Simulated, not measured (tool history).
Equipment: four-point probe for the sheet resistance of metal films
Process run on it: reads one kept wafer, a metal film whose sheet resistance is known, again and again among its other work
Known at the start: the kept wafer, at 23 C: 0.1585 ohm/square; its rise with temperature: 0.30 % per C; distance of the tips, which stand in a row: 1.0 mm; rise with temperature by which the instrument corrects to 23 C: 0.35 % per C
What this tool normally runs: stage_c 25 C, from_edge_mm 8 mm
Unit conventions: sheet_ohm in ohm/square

{"run": 1, "hour": 0.0, "stage_c": 25, "from_edge_mm": 8, "sheet_ohm": 0.158319}
{"run": 2, "hour": 35.5, "stage_c": 29, "from_edge_mm": 8, "sheet_ohm": 0.157999}
{"run": 3, "hour": 74.8, "stage_c": 29, "from_edge_mm": 4, "sheet_ohm": 0.161752}
{"run": 4, "hour": 123.3, "stage_c": 29, "from_edge_mm": 4, "sheet_ohm": 0.161707}
{"run": 5, "hour": 175.7, "stage_c": 25, "from_edge_mm": 9, "sheet_ohm": 0.157914}
{"run": 6, "hour": 221.6, "stage_c": 25, "from_edge_mm": 9, "sheet_ohm": 0.157974}
{"run": 7, "hour": 256.9, "stage_c": 25, "from_edge_mm": 9, "sheet_ohm": 0.157886}
{"run": 8, "hour": 313.9, "stage_c": 26, "from_edge_mm": 5, "sheet_ohm": 0.160072}
{"run": 9, "hour": 358.2, "stage_c": 24, "from_edge_mm": 6, "sheet_ohm": 0.159223}
{"run": 10, "hour": 414.8, "stage_c": 19, "from_edge_mm": 4, "sheet_ohm": 0.162354}
{"run": 11, "hour": 453.6, "stage_c": 25, "from_edge_mm": 5, "sheet_ohm": 0.160061}
{"run": 12, "hour": 493.5, "stage_c": 18, "from_edge_mm": 20, "sheet_ohm": 0.157385}
{"run": 13, "hour": 554.4, "stage_c": 23, "from_edge_mm": 62, "sheet_ohm": 0.156839}

Each row is a separate what-if for the run after 13, all from the same tool condition, not one after another. Results?
{"run": "A", "hour": 594.4, "stage_c": 25, "from_edge_mm": 13, "sheet_ohm": "?"}
{"run": "B", "hour": 594.4, "stage_c": 23, "from_edge_mm": 24, "sheet_ohm": "?"}
{"run": "C", "hour": 594.4, "stage_c": 21, "from_edge_mm": 7, "sheet_ohm": "?"}
{"run": "D", "hour": 594.4, "stage_c": 22, "from_edge_mm": 50, "sheet_ohm": "?"}
{"run": "E", "hour": 594.4, "stage_c": 24, "from_edge_mm": 11, "sheet_ohm": "?"}

run=A sheet_ohm=0.157145
run=B sheet_ohm=0.156922
run=C sheet_ohm=0.158672
run=D sheet_ohm=0.156914
run=E sheet_ohm=0.157376
Without the tool's hidden state the same runs would have given:
run=A sheet_ohm=0.158864
run=B sheet_ohm=0.158640
run=C sheet_ohm=0.160408
run=D sheet_ohm=0.158632
run=E sheet_ohm=0.159098
